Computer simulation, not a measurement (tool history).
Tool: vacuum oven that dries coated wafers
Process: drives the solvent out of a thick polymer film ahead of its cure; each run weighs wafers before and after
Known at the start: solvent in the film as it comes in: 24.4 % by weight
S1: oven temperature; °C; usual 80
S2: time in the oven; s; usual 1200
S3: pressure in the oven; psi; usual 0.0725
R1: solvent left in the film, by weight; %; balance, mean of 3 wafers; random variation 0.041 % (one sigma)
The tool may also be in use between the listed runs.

Run 1, hour 0: usual settings. Result: R1 1.81 %.
Run 2, hour 14: usual settings. Result: R1 1.67 %.
Run 3, hour 35.3: usual settings. Result: R1 1.8 %.
Run 4, hour 49.7: usual settings. Result: R1 1.82 %.
Run 5, hour 70.6: usual settings but S2 1500 s. Result: R1 1.26 %.
Run 6, hour 87.2: usual settings but S2 1500 s. Result: R1 1.27 %.
Run 7, hour 114.2: usual settings but S2 1500 s. Result: R1 1.32 %.
Run 8, hour 145: usual settings but S1 67 °C. Result: R1 8.16 %.
Run 9, hour 173: usual settings but S3 0.0891 psi. Result: R1 1.96 %.
Run 10, hour 193.6: usual settings but S2 1380 s. Result: R1 1.47 %.
Run 11, hour 222: usual settings. Result: R1 1.88 %.
Run 12, hour 241.8: usual settings but S3 0.0479 psi. Result: R1 1.63 %.
Run 13, hour 264.2: usual settings but S2 720 s. Result: R1 4.16 %.
Run 14, hour 280.6: usual settings but S2 720 s. Result: R1 4.27 %.
Run 15, hour 301.9: usual settings but S2 720 s. Result: R1 4.15 %.
Run 16, hour 328.9: usual settings but S3 0.1105 psi. Result: R1 2.22 %.
Run 17, hour 358.8: usual settings but S3 0.1105 psi. Result: R1 2.29 %.
Run 18, hour 383.9: usual settings but S3 0.1105 psi. Result: R1 2.31 %.
At hour 387.5: vacuum gauge cleaned of residue and calibrated.
Run 19, hour 412.6: usual settings but S2 600 s, S3 0.1105 psi. Result: R1 5.79 %.
At hour 441.2: vacuum gauge cleaned of residue and calibrated, once more.
Run 20, hour 441.6: usual settings but S2 600 s, S3 0.1105 psi. Result: R1 5.61 %.
Run 21, hour 466.2: usual settings but S1 93 °C. Result: R1 0.43 %.
Run 22, hour 496.4: usual settings but S1 77 °C, S3 0.0431 psi. Result: R1 2.6 %.
Run 23, hour 526.1: usual settings but S1 91 °C, S3 0.0431 psi. Result: R1 0.26 %.
Run 24, hour 542.6: usual settings but S1 91 °C, S3 0.0431 psi. Result: R1 0.32 %.
Run 25, hour 558.3: usual settings but S1 92 °C, S2 1800 s, S3 0.0534 psi. Result: R1 0.36 %.
Run 26, hour 586.6: usual settings but S1 83 °C, S2 1080 s, S3 0.2075 psi. Result: R1 2.53 %.
Run 27, hour 614: usual settings but S1 71 °C, S2 1740 s. Result: R1 3.71 %.
Run 28, hour 629.3: usual settings but S1 76 °C, S2 2040 s, S3 0.0384 psi. Result: R1 1.11 %.
Run 29, hour 660.2: usual settings but S1 76 °C, S2 2040 s, S3 0.0384 psi. Result: R1 1.09 %.
Run 30, hour 687.6: usual settings but S1 76 °C, S2 1860 s, S3 0.0384 psi. Result: R1 1.43 %.
Run 31, hour 710.9: usual settings but S1 90 °C, S2 1500 s, S3 0.0403 psi. Result: R1 0.29 %.
Run 32, hour 730.6: usual settings but S1 75 °C, S3 0.2019 psi. Result: R1 5.18 %.
Run 33, hour 747.5: usual settings but S1 71 °C, S2 600 s. Result: R1 10.79 %.
Run 34, hour 772.3: usual settings but S1 81 °C, S2 1740 s. Result: R1 0.95 %.
Run 35, hour 795.7: usual settings but S1 81 °C, S2 1740 s. Result: R1 0.99 %.
Run 36, hour 809.4: usual settings but S3 0.0764 psi. Result: R1 2.04 %.

Hidden state or all else? Some run-to-run changes of R1, split into what the settings, what came in and random variation would give without the hidden state, and what is left for the hidden state (with any gauge scatter that isn't in both results):
The hidden state here: true wafer temperature over the reading, C; true pressure over the reading, kPa; drift of the gauge itself on solvent_pct, %.
Run 7 -> 8: S1 80 -> 67, S2 1500 -> 1200. R1 +6.84 %: hidden state +0.34, all else +6.5.
Run 8 -> 9: S1 67 -> 80, S3 0.0725 -> 0.0891. R1 -6.2 %: hidden state -0.27, all else -5.93.
Run 20 -> 21: S1 80 -> 93, S2 600 -> 1200, S3 0.1105 -> 0.0725. R1 -5.18 %: hidden state -0.56, all else -4.62.
Run 31 -> 32: S1 90 -> 75, S2 1500 -> 1200, S3 0.0403 -> 0.2019. R1 +4.89 %: hidden state +0.71, all else +4.18.
Run 33 -> 34: S1 71 -> 81, S2 600 -> 1740. R1 -9.84 %: hidden state -0.71, all else -9.13.
